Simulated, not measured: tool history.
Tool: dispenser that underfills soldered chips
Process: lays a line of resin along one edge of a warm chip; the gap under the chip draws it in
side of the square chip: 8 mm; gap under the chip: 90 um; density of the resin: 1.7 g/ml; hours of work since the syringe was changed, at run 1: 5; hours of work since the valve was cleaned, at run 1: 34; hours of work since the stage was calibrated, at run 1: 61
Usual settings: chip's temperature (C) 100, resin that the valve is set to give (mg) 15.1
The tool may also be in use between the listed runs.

run	hour	chip's temperature (C)	resin that the valve is set to give (mg)	hours of work since the syringe was changed	hours of work since the valve was cleaned	hours of work since the stage was calibrated	time until the resin shows at the far edge (s)	resin that the valve gave (mg)
1	0.0	100	15.1	5	34	61	14.0	14.86
2	4.9	91	15.1	8	37	64	23.6	14.86
# hour 6.9: new syringe of resin
3	7.8	100	16.5	1	38	65	11.6	16.23
4	10.6	101	16.5	2	40	67	12.1	16.21
5	15.2	100	14.5	5	43	70	14.2	14.25
6	18.0	100	14.5	7	45	72	15.4	14.23
7	20.4	100	14.5	8	46	73	16.0	14.22
# hour 22.3: new syringe of resin
8	24.5	92	15.1	1	48	76	18.3	14.83
9	30.0	92	15.1	5	52	79	20.4	14.79
10	32.4	92	15.1	6	53	80	21.8	14.78
11	36.6	92	15.1	9	56	83	24.0	14.73
# hour 37.4: new syringe of resin
12	41.5	93	15.1	2	59	86	18.1	14.69
13	46.1	93	15.1	5	61	88	19.6	14.70
14	50.6	100	15.1	8	64	91	16.4	14.69
# hour 52.4: new syringe of resin
15	54.2	100	15.1	1	66	93	12.3	14.68
16	58.3	100	15.1	4	69	96	13.8	14.69
17	62.2	100	15.1	6	71	98	14.9	14.65
# hour 64.1: dispensing valve cleaned and set on the balance
18	65.7	100	15.1	7	1	100	16.5	15.10
# hour 68.5: new syringe of resin
19	71.1	100	18.3	2	4	103	12.5	18.27
20	76.4	107	15.1	5	7	106	10.1	15.06
21	78.8	94	17.2	6	9	107	19.3	17.15
22	82.0	107	18.8	8	11	109	11.6	18.71
# hour 83.7: new syringe of resin
23	86.0	92	14.2	1	13	112	17.8	14.09
24	88.4	92	14.2	3	14	113	19.1	14.09
25	90.8	90	14.2	4	16	115	22.7	14.09
26	96.5	97	15.1	8	19	118	18.4	14.97
# hour 98.9: new syringe of resin
27	102.4	106	12.9	2	23	121	10.5	12.80
28	107.9	97	14.3	5	26	125	17.0	14.15
29	111.8	101	13.7	8	28	127	15.6	13.55
# hour 114.1: new syringe of resin
30	115.5	94	14.8	1	31	129	16.4	14.61
31	120.4	114	15.4	4	34	132	7.4	15.22
32	123.9	114	15.4	6	36	134	7.6	15.19
33	126.8	114	15.4	8	37	136	8.8	15.19
# hour 129.3: new syringe of resin
34	130.4	89	15.0	1	39	138	20.1	14.77
35	136.0	103	14.0	4	43	141	12.7	13.76
36	140.2	96	13.2	7	45	144	18.5	12.97

Hidden state at the last listed run before each entry between runs and at the first one after, where it differs:
Between runs 2 and 3: new syringe of resin (hour 6.9)
  resin's viscosity, % of fresh resin's: 135.2 -> 103; dose that the valve gives, % of what is set: 98.35 -> 98.29; true chip temperature over the reading, C: -0.14 -> -0.15
  measured less the result without the state, time until the resin shows at the far edge (s): +6.2 -> +0.5; resin that the valve gave (mg): -0.25 -> -0.28
Between runs 7 and 8: new syringe of resin (hour 22.3)
  resin's viscosity, % of fresh resin's: 140 -> 106.6; dose that the valve gives, % of what is set: 98 -> 97.92; true chip temperature over the reading, C: -0.19 -> -0.2
  measured less the result without the state, time until the resin shows at the far edge (s): +4.9 -> +1.4; resin that the valve gave (mg): -0.29 -> -0.31
Between runs 11 and 12: new syringe of resin (hour 37.4)
  resin's viscosity, % of fresh resin's: 143.1 -> 111; dose that the valve gives, % of what is set: 97.64 -> 97.54; true chip temperature over the reading, C: -0.24 -> -0.25
  measured less the result without the state, time until the resin shows at the far edge (s): +7.7 -> +2.1; resin that the valve gave (mg): -0.36 -> -0.37
Between runs 14 and 15: new syringe of resin (hour 52.4)
  resin's viscosity, % of fresh resin's: 138.6 -> 106.2; dose that the valve gives, % of what is set: 97.35 -> 97.27; true chip temperature over the reading, C: -0.28 -> -0.29
  measured less the result without the state, time until the resin shows at the far edge (s): +4.8 -> +0.9; resin that the valve gave (mg): -0.40 -> -0.41
Between runs 17 and 18: dispensing valve cleaned and set on the balance (hour 64.1)
  resin's viscosity, % of fresh resin's: 129 -> 137.2; dose that the valve gives, % of what is set: 97.1 -> 99.83
  measured less the result without the state, time until the resin shows at the far edge (s): +3.6 -> +4.5; resin that the valve gave (mg): -0.44 -> -0.03
Between runs 18 and 19: new syringe of resin (hour 68.5)
  resin's viscosity, % of fresh resin's: 137.2 -> 106.8; dose that the valve gives, % of what is set: 99.83 -> 99.72; true chip temperature over the reading, C: -0.32 -> -0.34
  measured less the result without the state, time until the resin shows at the far edge (s): +4.5 -> +0.9; resin that the valve gave (mg): -0.03 -> -0.06
Between runs 22 and 23: new syringe of resin (hour 83.7)
  resin's viscosity, % of fresh resin's: 139.2 -> 104.5; dose that the valve gives, % of what is set: 99.47 -> 99.39; true chip temperature over the reading, C: -0.37 -> -0.39
  measured less the result without the state, time until the resin shows at the far edge (s): +3.4 -> +1.1; resin that the valve gave (mg): -0.10 -> -0.09
Between runs 26 and 27: new syringe of resin (hour 98.9)
  resin's viscosity, % of fresh resin's: 135 -> 109.4; dose that the valve gives, % of what is set: 99.16 -> 99.04; true chip temperature over the reading, C: -0.42 -> -0.44
  measured less the result without the state, time until the resin shows at the far edge (s): +5.0 -> +1.0; resin that the valve gave (mg): -0.13 -> -0.12
Between runs 29 and 30: new syringe of resin (hour 114.1)
  resin's viscosity, % of fresh resin's: 137.3 -> 103.6; dose that the valve gives, % of what is set: 98.82 -> 98.75; true chip temperature over the reading, C: -0.46 -> -0.47
  measured less the result without the state, time until the resin shows at the far edge (s): +4.6 -> +0.9; resin that the valve gave (mg): -0.17 -> -0.18
Between runs 33 and 34: new syringe of resin (hour 129.3)
  resin's viscosity, % of fresh resin's: 136.5 -> 101.9; dose that the valve gives, % of what is set: 98.5 -> 98.44; true chip temperature over the reading, C: -0.51 -> -0.52
  measured less the result without the state, time until the resin shows at the far edge (s): +2.5 -> +0.9; resin that the valve gave (mg): -0.23 -> -0.24
